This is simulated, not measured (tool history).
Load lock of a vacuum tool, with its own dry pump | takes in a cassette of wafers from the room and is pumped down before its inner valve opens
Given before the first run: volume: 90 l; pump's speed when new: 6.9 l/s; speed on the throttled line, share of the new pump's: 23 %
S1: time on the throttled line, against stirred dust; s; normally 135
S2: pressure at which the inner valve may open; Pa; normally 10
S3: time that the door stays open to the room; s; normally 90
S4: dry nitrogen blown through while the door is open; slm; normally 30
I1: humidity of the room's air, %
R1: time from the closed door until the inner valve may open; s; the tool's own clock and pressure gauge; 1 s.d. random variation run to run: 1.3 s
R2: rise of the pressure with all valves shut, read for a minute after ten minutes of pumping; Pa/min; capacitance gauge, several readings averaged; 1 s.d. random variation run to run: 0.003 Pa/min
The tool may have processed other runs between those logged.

run	hour	S1	S2	S3	S4	I1	R1	R2
1	0	135	10	90	30	46.3	231.2	0.054
2	91.1	135	10	65	30	45.8	233.1	0.053
3	185.4	135	10	65	30	46	232.2	0.046
4	263.5	135	10	133	30	46.5	232.5	0.065
5	353.8	135	10	90	30	46.3	232.3	0.062
6	397.1	135	10	90	30	44.8	233.2	0.058
7	482.3	135	10	90	30	46.5	233.7	0.068
8	577.3	135	10	90	30	48.5	233.3	0.059
9	641.5	135	10	90	30	47.8	232.3	0.061
10	726.4	135	12	55	30	47.7	230.1	0.058
11	821	135	12	55	30	47.6	231.1	0.057
12	868.2	135	12	55	30	47.9	230.9	0.056
13	924.2	135	10	90	6	44.2	235.9	0.084
14	1018.9	99	7	36	26	44.9	210.9	0.054
15	1100	99	7	36	26	42.7	213.7	0.061
16	1150.4	71	7	84	26	45.6	191.2	0.067
17	1245.6	135	8	90	25	46.1	238.9	0.075

How would selected steps in R1 from run to run divide? Give the signed amount a tool lacking its hidden state would still show from settings, what came in and random variation, and the signed amount left for the hidden state, including any gauge scatter that is not in both of the compared results.
Hidden state at play: pump's speed, % of a new pump's; leak at the door's seal, Pa l/s; drift of the gauge itself on ready_s, %; drift of the gauge itself on rise_pa_min, %.
Run 16 -> 17: S1 71 -> 135, S2 7 -> 8, S3 84 -> 90, S4 26 -> 25. R1 +47.7 s: hidden state -1.6, all else +49.3.
